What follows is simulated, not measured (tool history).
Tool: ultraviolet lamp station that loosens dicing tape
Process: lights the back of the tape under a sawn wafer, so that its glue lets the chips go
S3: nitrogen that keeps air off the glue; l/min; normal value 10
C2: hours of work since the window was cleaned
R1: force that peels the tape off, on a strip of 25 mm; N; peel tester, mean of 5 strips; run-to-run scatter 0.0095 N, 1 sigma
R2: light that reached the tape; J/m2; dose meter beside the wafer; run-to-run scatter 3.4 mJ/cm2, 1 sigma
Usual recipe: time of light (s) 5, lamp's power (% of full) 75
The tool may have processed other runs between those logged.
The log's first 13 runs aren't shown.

Run 14, hour 83.6: usual settings but lamp's power (% of full) 69; hours of work of the lamp 263; C2 309. Result: R1 0.543 N, R2 4330 J/m2.
Run 15, hour 89.4: usual settings; hours of work of the lamp 267; C2 313. Result: R1 0.491 N, R2 4670 J/m2.
Run 16, hour 98.4: usual settings; hours of work of the lamp 273; C2 319. Result: R1 0.499 N, R2 4670 J/m2.
Run 17, hour 105.6: usual settings; hours of work of the lamp 277; C2 323. Result: R1 0.496 N, R2 4690 J/m2.
Run 18, hour 109.8: usual settings but time of light (s) 6; hours of work of the lamp 280; C2 326. Result: R1 0.399 N, R2 5600 J/m2.
Run 19, hour 117.2: usual settings; hours of work of the lamp 285; C2 331. Result: R1 0.494 N, R2 4660 J/m2.
Run 20, hour 126.3: usual settings; hours of work of the lamp 291; C2 337. Result: R1 0.504 N, R2 4620 J/m2.
Run 21, hour 132.6: usual settings; hours of work of the lamp 295; C2 341. Result: R1 0.503 N, R2 4600 J/m2.
Run 22, hour 136.8: usual settings; hours of work of the lamp 297; C2 343. Result: R1 0.494 N, R2 4620 J/m2.
Run 23, hour 145.4: usual settings but time of light (s) 4, lamp's power (% of full) 62; hours of work of the lamp 303; C2 349. Result: R1 0.839 N, R2 3110 J/m2.
Run 24, hour 152.6: usual settings but time of light (s) 2, lamp's power (% of full) 71; hours of work of the lamp 308; C2 354. Result: R1 1.475 N, R2 1750 J/m2.
Run 25, hour 158.1: usual settings but lamp's power (% of full) 61, S3 3 l/min; hours of work of the lamp 311; C2 357. Result: R1 1.056 N, R2 3750 J/m2.
Run 26, hour 166.4: usual settings but lamp's power (% of full) 91, S3 3 l/min; hours of work of the lamp 317; C2 363. Result: R1 0.63 N, R2 5560 J/m2.

Predict the results of run 27:
At hour 170.6: window cleaned of glue's vapour.
Run 27, hour 174.3: usual settings but time of light (s) 6, lamp's power (% of full) 91, S3 3 l/min; hours of work of the lamp 321; C2 2. Result: R1 ?, R2 ?.

Run 27 produced R1 0.547 N, R2 6350 J/m2.
If the tool had no hidden condition, the same run with the same run-to-run variation would have returned R1 0.407 N, R2 7980 J/m2.
